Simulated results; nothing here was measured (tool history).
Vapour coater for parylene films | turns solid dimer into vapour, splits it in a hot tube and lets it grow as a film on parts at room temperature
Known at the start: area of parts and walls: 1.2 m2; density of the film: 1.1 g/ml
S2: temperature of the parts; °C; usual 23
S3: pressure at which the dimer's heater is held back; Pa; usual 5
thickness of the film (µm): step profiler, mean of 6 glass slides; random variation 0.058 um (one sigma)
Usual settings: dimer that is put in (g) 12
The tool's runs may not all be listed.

Run 1, day 0: usual settings. Result: thickness of the film (µm) 6.2.
At day 0.321: trap's valve overhauled.
Run 2, day 0.988: usual settings but S2 28 °C. Result: thickness of the film (µm) 5.57.
Run 3, day 1.833: usual settings but S2 28 °C. Result: thickness of the film (µm) 5.46.
Run 4, day 2.933: usual settings but S2 28 °C. Result: thickness of the film (µm) 5.47.
Run 5, day 4.096: usual settings. Result: thickness of the film (µm) 6.74.
Run 6, day 4.812: usual settings. Result: thickness of the film (µm) 6.73.
Run 7, day 5.908: usual settings. Result: thickness of the film (µm) 6.66.
Run 8, day 7.021: usual settings but S3 7.29 Pa. Result: thickness of the film (µm) 6.41.
Run 9, day 7.842: usual settings but S3 7.29 Pa. Result: thickness of the film (µm) 6.47.
Run 10, day 8.554: usual settings but dimer that is put in (g) 19, S2 20 °C, S3 2.85 Pa. Result: thickness of the film (µm) 12.69.
Run 11, day 9.321: usual settings but dimer that is put in (g) 19, S2 20 °C, S3 2.85 Pa. Result: thickness of the film (µm) 12.5.

3 ways to go on from here, each from the tool as it stands after run 11. What would each give?
Run A, day 10.275: usual settings but dimer that is put in (g) 19, S2 16 °C, S3 2.85 Pa. Result: thickness of the film (µm) ?.
Run B, day 10.275: usual settings but dimer that is put in (g) 8, S2 16 °C, S3 2.34 Pa. Result: thickness of the film (µm) ?.
Run C, day 10.275: usual settings but dimer that is put in (g) 21, S2 30 °C, S3 4.68 Pa. Result: thickness of the film (µm) ?.

run  thickness of the film (µm)
  A                       13.55
  B                        5.69
  C                        8.57
Without the tool's hidden state the same runs would have given:
run  thickness of the film (µm)
  A                       14.11
  B                        5.93
  C                        8.89
